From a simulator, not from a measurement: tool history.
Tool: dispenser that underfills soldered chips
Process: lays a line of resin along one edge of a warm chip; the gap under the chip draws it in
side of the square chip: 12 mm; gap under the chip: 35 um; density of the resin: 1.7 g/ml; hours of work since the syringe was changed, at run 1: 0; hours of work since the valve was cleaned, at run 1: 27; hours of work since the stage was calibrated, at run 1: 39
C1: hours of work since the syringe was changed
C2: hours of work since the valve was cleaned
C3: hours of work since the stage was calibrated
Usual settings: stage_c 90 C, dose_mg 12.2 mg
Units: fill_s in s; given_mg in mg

run 1 hour=0.0 | stage_c=90 dose_mg=12.2 | C1=0 C2=27 C3=39 | fill_s=132.5 given_mg=11.95
run 2 hour=3.9 | stage_c=81 dose_mg=12.2 | C1=3 C2=30 C3=41 | fill_s=234.3 given_mg=11.93
-- hour=8.2 new syringe of resin
run 3 hour=8.7 | stage_c=81 dose_mg=15.4 | C1=0 C2=33 C3=45 | fill_s=198.2 given_mg=14.92
run 4 hour=12.4 | stage_c=81 dose_mg=15.4 | C1=3 C2=36 C3=47 | fill_s=224.7 given_mg=14.80
run 5 hour=14.6 | stage_c=90 dose_mg=13.7 | C1=5 C2=37 C3=49 | fill_s=166.7 given_mg=13.18
-- hour=16.5 new syringe of resin
run 6 hour=17.6 | stage_c=102 dose_mg=12.2 | C1=1 C2=39 C3=51 | fill_s=79.3 given_mg=11.73
run 7 hour=19.6 | stage_c=102 dose_mg=12.2 | C1=2 C2=41 C3=52 | fill_s=84.4 given_mg=11.70
run 8 hour=22.6 | stage_c=75 dose_mg=12.6 | C1=4 C2=43 C3=55 | fill_s=339.7 given_mg=12.02
-- hour=24.7 new syringe of resin
run 9 hour=25.3 | stage_c=75 dose_mg=12.6 | C1=0 C2=45 C3=56 | fill_s=275.3 given_mg=12.12
run 10 hour=27.4 | stage_c=94 dose_mg=11.7 | C1=2 C2=46 C3=58 | fill_s=121.7 given_mg=11.12

Hidden state or all else? Some run-to-run changes of fill_s, split into what the settings, what came in and random variation would give without the hidden state, and what is left for the hidden state (with any gauge scatter that isn't in both results):
The hidden state here: resin's viscosity, % of fresh resin's; dose that the valve gives, % of what is set; true chip temperature over the reading, C; drift of the gauge itself on fill_s, %; drift of the gauge itself on given_mg, %.
Run 7 -> 8: stage_c 102 -> 75, dose_mg 12.2 -> 12.6. fill_s +255.3 s: hidden state +57.2, all else +198.1.
Run 8 -> 9: new syringe of resin. fill_s -64.4 s: hidden state -58.8, all else -5.6.

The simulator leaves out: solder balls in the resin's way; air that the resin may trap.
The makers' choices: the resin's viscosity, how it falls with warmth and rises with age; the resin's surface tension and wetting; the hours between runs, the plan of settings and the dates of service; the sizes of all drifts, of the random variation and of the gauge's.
